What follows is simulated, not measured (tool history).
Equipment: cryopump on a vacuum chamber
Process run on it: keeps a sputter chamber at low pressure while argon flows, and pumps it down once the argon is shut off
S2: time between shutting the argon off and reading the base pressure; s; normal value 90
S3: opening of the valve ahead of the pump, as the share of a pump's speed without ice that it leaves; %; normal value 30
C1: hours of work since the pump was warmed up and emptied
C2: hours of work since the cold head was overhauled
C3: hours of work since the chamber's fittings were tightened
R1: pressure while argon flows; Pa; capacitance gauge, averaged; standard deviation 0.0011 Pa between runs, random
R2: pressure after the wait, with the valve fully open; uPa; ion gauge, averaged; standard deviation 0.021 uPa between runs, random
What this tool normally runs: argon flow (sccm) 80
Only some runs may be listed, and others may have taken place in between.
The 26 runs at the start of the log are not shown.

{"run": 27, "day": 95.942, "argon flow (sccm)": 38, "S2": 23, "S3": 29, "C1": 205, "C2": 3300, "C3": 3063, "R1": 0.121, "R2": 3.1}
{"day": 96.608, "done": "leaking fittings of the chamber tightened, without venting"}
{"run": 28, "day": 99.167, "argon flow (sccm)": 80, "S2": 69, "S3": 37, "C1": 240, "C2": 3335, "C3": 28, "R1": 0.1992, "R2": 0.51}
{"run": 29, "day": 102.233, "argon flow (sccm)": 60, "S2": 20, "S3": 33, "C1": 274, "C2": 3369, "C3": 63, "R1": 0.1686, "R2": 1.27}
{"run": 30, "day": 105.038, "argon flow (sccm)": 60, "S2": 86, "S3": 33, "C1": 305, "C2": 3400, "C3": 94, "R1": 0.1683, "R2": 0.5}
{"run": 31, "day": 109.462, "argon flow (sccm)": 146, "S2": 21, "S3": 18, "C1": 354, "C2": 3449, "C3": 143, "R1": 0.7385, "R2": 1.24}
{"run": 32, "day": 112.129, "argon flow (sccm)": 146, "S2": 41, "S3": 29, "C1": 384, "C2": 3479, "C3": 173, "R1": 0.4683, "R2": 0.81}
{"run": 33, "day": 116.012, "argon flow (sccm)": 48, "S2": 162, "S3": 24, "C1": 427, "C2": 3522, "C3": 216, "R1": 0.1865, "R2": 0.49}
{"run": 34, "day": 118.825, "argon flow (sccm)": 83, "S2": 41, "S3": 20, "C1": 459, "C2": 3554, "C3": 247, "R1": 0.3824, "R2": 0.82}
{"run": 35, "day": 122.654, "argon flow (sccm)": 83, "S2": 41, "S3": 20, "C1": 501, "C2": 3596, "C3": 290, "R1": 0.3829, "R2": 0.87}

What if the next run were any one of these 3? Each begins from the tool's condition after run 35:
{"run": "A", "day": 125.075, "argon flow (sccm)": 53, "S2": 218, "S3": 24, "C1": 528, "C2": 3623, "C3": 316, "R1": "?", "R2": "?"}
{"run": "B", "day": 125.075, "argon flow (sccm)": 49, "S2": 41, "S3": 20, "C1": 528, "C2": 3623, "C3": 316, "R1": "?", "R2": "?"}
{"run": "C", "day": 125.075, "argon flow (sccm)": 98, "S2": 90, "S3": 47, "C1": 528, "C2": 3623, "C3": 316, "R1": "?", "R2": "?"}

run=A R1=0.2055 R2=0.51
run=B R1=0.2282 R2=0.89
run=C R1=0.2024 R2=0.63
Stripped of hidden state, with their random variation kept, the same runs would have yielded:
run=A R1=0.1976 R2=0.24
run=B R1=0.2208 R2=0.63
run=C R1=0.1877 R2=0.37

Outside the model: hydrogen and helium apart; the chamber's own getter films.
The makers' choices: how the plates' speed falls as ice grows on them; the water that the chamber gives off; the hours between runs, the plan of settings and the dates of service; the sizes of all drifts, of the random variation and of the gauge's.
